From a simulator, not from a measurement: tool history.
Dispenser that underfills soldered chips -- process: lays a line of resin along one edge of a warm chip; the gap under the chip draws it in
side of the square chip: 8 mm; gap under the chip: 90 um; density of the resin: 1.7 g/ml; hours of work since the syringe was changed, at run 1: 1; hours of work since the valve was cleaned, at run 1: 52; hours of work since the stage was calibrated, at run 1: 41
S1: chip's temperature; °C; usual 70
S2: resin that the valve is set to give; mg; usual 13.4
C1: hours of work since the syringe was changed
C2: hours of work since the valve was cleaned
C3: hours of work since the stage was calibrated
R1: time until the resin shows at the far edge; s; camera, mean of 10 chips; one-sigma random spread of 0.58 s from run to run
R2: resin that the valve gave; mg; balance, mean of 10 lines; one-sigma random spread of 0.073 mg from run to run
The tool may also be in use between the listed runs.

Run 1, hour 0: usual settings; C1 1; C2 52; C3 41. Result: R1 54.8 s, R2 12.87 mg.
Run 2, hour 4.5: usual settings but S1 69 °C; C1 4; C2 55; C3 44. Result: R1 65.6 s, R2 12.81 mg.
At hour 10.2: new syringe of resin.
Run 3, hour 10.2: usual settings but S2 15.7 mg; C1 0; C2 59; C3 48. Result: R1 49.2 s, R2 15.13 mg.
Run 4, hour 14.3: usual settings but S2 15.7 mg; C1 3; C2 62; C3 51. Result: R1 56 s, R2 15.09 mg.
Run 5, hour 16.9: usual settings; C1 5; C2 63; C3 53. Result: R1 64.4 s, R2 12.79 mg.
Run 6, hour 20.1: usual settings but S1 83 °C; C1 7; C2 65; C3 55. Result: R1 45.3 s, R2 12.86 mg.
At hour 22.4: new syringe of resin.
Run 7, hour 22.8: usual settings but S1 83 °C; C1 0; C2 67; C3 57. Result: R1 33.2 s, R2 12.84 mg.
Run 8, hour 27.2: usual settings but S1 83 °C; C1 3; C2 70; C3 60. Result: R1 39.7 s, R2 12.63 mg.
Run 9, hour 32.1: usual settings but S1 83 °C; C1 7; C2 74; C3 63. Result: R1 46.1 s, R2 12.71 mg.
At hour 34.6: new syringe of resin.
Run 10, hour 35.1: usual settings but S2 14.5 mg; C1 0; C2 75; C3 65. Result: R1 51.1 s, R2 13.7 mg.
Run 11, hour 39.3: usual settings but S2 12.9 mg; C1 3; C2 78; C3 68. Result: R1 59.8 s, R2 12.24 mg.
Run 12, hour 42: usual settings; C1 5; C2 80; C3 70. Result: R1 62.8 s, R2 12.65 mg.
Run 13, hour 46.1: usual settings; C1 8; C2 83; C3 72. Result: R1 74.1 s, R2 12.65 mg.
At hour 46.8: new syringe of resin.
At hour 50.7: dispensing valve cleaned and set on the balance.
Run 14, hour 51.2: usual settings but S1 69 °C; C1 2; C2 0; C3 75. Result: R1 58.8 s, R2 13.37 mg.
Run 15, hour 54: usual settings but S2 17.3 mg; C1 4; C2 2; C3 77. Result: R1 59.3 s, R2 17.35 mg.
Run 16, hour 58.1: usual settings but S1 85 °C, S2 17.3 mg; C1 7; C2 5; C3 80. Result: R1 41.6 s, R2 17.32 mg.
At hour 60.1: new syringe of resin.
Run 17, hour 61.9: usual settings but S1 80 °C, S2 14.6 mg; C1 1; C2 8; C3 82. Result: R1 37.6 s, R2 14.54 mg.
Run 18, hour 65: usual settings but S1 59 °C, S2 16 mg; C1 3; C2 10; C3 84. Result: R1 86.2 s, R2 15.87 mg.
Run 19, hour 68.4: usual settings but S1 59 °C, S2 16 mg; C1 6; C2 12; C3 87. Result: R1 95.7 s, R2 15.8 mg.
Run 20, hour 71: usual settings but S1 83 °C, S2 12 mg; C1 8; C2 14; C3 89. Result: R1 46.8 s, R2 11.93 mg.
At hour 72.5: new syringe of resin.
Run 21, hour 75.7: usual settings but S1 71 °C, S2 16.9 mg; C1 2; C2 17; C3 92. Result: R1 52.5 s, R2 16.8 mg.
Run 22, hour 81.3: usual settings but S1 71 °C, S2 16.9 mg; C1 6; C2 21; C3 96. Result: R1 63.7 s, R2 16.69 mg.
At hour 84.7: new syringe of resin.
Run 23, hour 84.7: usual settings but S2 11.7 mg; C1 0; C2 23; C3 98. Result: R1 53 s, R2 11.58 mg.
Run 24, hour 87.2: usual settings but S2 11.7 mg; C1 2; C2 25; C3 99. Result: R1 58.8 s, R2 11.47 mg.
Run 25, hour 91.3: usual settings but S1 75 °C, S2 12.3 mg; C1 5; C2 27; C3 102. Result: R1 54.4 s, R2 12.03 mg.
Run 26, hour 95.5: usual settings but S1 64 °C, S2 17.3 mg; C1 7; C2 30; C3 105. Result: R1 88.5 s, R2 17.02 mg.
At hour 96.8: new syringe of resin.
Run 27, hour 99: usual settings but S1 60 °C, S2 16.1 mg; C1 2; C2 33; C3 107. Result: R1 75.9 s, R2 15.82 mg.
Run 28, hour 102.7: usual settings but S1 58 °C, S2 14.1 mg; C1 4; C2 35; C3 110. Result: R1 96.8 s, R2 13.73 mg.
Run 29, hour 106.5: usual settings but S1 67 °C, S2 11.7 mg; C1 7; C2 38; C3 113. Result: R1 82.7 s, R2 11.45 mg.
At hour 109.1: new syringe of resin.
Run 30, hour 110.9: usual settings but S1 67 °C, S2 11.7 mg; C1 1; C2 41; C3 115. Result: R1 64.4 s, R2 11.36 mg.
Run 31, hour 115.4: usual settings but S1 67 °C, S2 11.7 mg; C1 4; C2 44; C3 118. Result: R1 74.5 s, R2 11.35 mg.

Alternative continuations, all from the tool just after run 31; predict every row:
Run A, hour 119.5: usual settings but S1 80 °C, S2 12.7 mg; C1 7; C2 47; C3 121. Result: R1 ?, R2 ?.
Run B, hour 119.5: usual settings but S1 67 °C, S2 16.2 mg; C1 7; C2 47; C3 121. Result: R1 ?, R2 ?.
Run C, hour 119.5: usual settings but S1 61 °C, S2 12.7 mg; C1 7; C2 47; C3 121. Result: R1 ?, R2 ?.
Run D, hour 119.5: usual settings but S1 73 °C, S2 15.1 mg; C1 7; C2 47; C3 121. Result: R1 ?, R2 ?.
Run E, hour 119.5: usual settings but S1 62 °C, S2 16.9 mg; C1 7; C2 47; C3 121. Result: R1 ?, R2 ?.

run    R1     R2
  A  53.4  12.24
  B  79.8  15.71
  C   105  12.24
  D  65.5  14.53
  E  94.9  16.41
Without the tool's unlogged condition, the same runs would have read:
run    R1     R2
  A  35.4  12.63
  B  53.3  16.22
  C  69.5  12.64
  D  43.8     15
  E    63  16.94
